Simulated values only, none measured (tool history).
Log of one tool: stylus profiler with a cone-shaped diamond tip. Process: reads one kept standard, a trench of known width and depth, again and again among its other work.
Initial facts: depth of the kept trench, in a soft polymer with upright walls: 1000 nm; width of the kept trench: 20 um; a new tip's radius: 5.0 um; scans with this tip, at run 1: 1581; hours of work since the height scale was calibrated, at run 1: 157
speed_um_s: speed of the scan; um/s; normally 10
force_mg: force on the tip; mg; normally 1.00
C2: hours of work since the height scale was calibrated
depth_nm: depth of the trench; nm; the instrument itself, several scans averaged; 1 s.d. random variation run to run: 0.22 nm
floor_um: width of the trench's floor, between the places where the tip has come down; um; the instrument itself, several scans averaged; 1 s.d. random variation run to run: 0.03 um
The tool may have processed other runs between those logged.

Run 1, hour 0.0: usual settings; scans with this tip 1581; C2 157. Result: depth_nm 1006.12 nm, floor_um 13.18 um.
Run 2, hour 32.4: usual settings; scans with this tip 1736; C2 172. Result: depth_nm 1006.00 nm, floor_um 13.18 um.
Run 3, hour 70.5: usual settings; scans with this tip 1917; C2 190. Result: depth_nm 1005.95 nm, floor_um 13.12 um.
Run 4, hour 110.8: usual settings; scans with this tip 2109; C2 209. Result: depth_nm 1006.07 nm, floor_um 13.02 um.
Run 5, hour 149.2: usual settings; scans with this tip 2292; C2 227. Result: depth_nm 1006.26 nm, floor_um 12.98 um.
Run 6, hour 193.8: usual settings; scans with this tip 2504; C2 248. Result: depth_nm 1006.65 nm, floor_um 12.88 um.
Run 7, hour 243.8: usual settings; scans with this tip 2742; C2 271. Result: depth_nm 1006.55 nm, floor_um 12.83 um.
Run 8, hour 272.5: usual settings but force_mg 2.00 mg; scans with this tip 2878; C2 285. Result: depth_nm 1009.98 nm, floor_um 12.83 um.
At hour 276.3: height scale calibrated on a step standard.
Run 9, hour 321.7: usual settings but force_mg 0.45 mg; scans with this tip 3110; C2 21. Result: depth_nm 1004.60 nm, floor_um 12.75 um.
Run 10, hour 357.6: usual settings but speed_um_s 6 um/s; scans with this tip 3281; C2 38. Result: depth_nm 1006.80 nm, floor_um 12.70 um.
Run 11, hour 393.2: usual settings but speed_um_s 6 um/s, force_mg 0.91 mg; scans with this tip 3451; C2 55. Result: depth_nm 1006.60 nm, floor_um 12.57 um.
Run 12, hour 438.3: usual settings but speed_um_s 6 um/s, force_mg 0.91 mg; scans with this tip 3665; C2 76. Result: depth_nm 1006.80 nm, floor_um 12.56 um.
At hour 450.7: height scale calibrated on a step standard, once more.
Run 13, hour 468.5: usual settings but speed_um_s 9 um/s, force_mg 0.61 mg; scans with this tip 3806; C2 8. Result: depth_nm 1004.01 nm, floor_um 12.46 um.
Run 14, hour 500.1: usual settings but speed_um_s 9 um/s, force_mg 0.61 mg; scans with this tip 3957; C2 23. Result: depth_nm 1003.97 nm, floor_um 12.41 um.
Run 15, hour 526.1: usual settings but speed_um_s 38 um/s, force_mg 2.58 mg; scans with this tip 4081; C2 36. Result: depth_nm 1010.85 nm, floor_um 12.32 um.
Run 16, hour 568.2: usual settings but speed_um_s 38 um/s, force_mg 2.58 mg; scans with this tip 4281; C2 55. Result: depth_nm 1010.39 nm, floor_um 12.30 um.
Run 17, hour 602.7: usual settings but speed_um_s 4 um/s, force_mg 2.13 mg; scans with this tip 4446; C2 72. Result: depth_nm 1009.05 nm, floor_um 12.30 um.
Run 18, hour 637.7: usual settings but speed_um_s 22 um/s, force_mg 1.70 mg; scans with this tip 4612; C2 88. Result: depth_nm 1008.39 nm, floor_um 12.16 um.
Run 19, hour 674.4: usual settings but speed_um_s 8 um/s, force_mg 0.39 mg; scans with this tip 4787; C2 105. Result: depth_nm 1003.01 nm, floor_um 12.14 um.
Run 20, hour 703.0: usual settings but speed_um_s 5 um/s, force_mg 0.66 mg; scans with this tip 4923; C2 119. Result: depth_nm 1004.28 nm, floor_um 12.10 um.
Run 21, hour 748.4: usual settings but speed_um_s 5 um/s, force_mg 0.66 mg; scans with this tip 5139; C2 140. Result: depth_nm 1004.04 nm, floor_um 12.02 um.

The next listed run, before its measurement:
Run 22, hour 784.8: usual settings but speed_um_s 12 um/s, force_mg 2.27 mg; scans with this tip 5312; C2 157. Result: depth_nm ?, floor_um ?.

Logged for run 22: depth_nm 1009.77 nm, floor_um 11.99 um.
The same run, on a tool lacking any hidden state, would have yielded depth_nm 1009.54 nm, floor_um 13.97 um.

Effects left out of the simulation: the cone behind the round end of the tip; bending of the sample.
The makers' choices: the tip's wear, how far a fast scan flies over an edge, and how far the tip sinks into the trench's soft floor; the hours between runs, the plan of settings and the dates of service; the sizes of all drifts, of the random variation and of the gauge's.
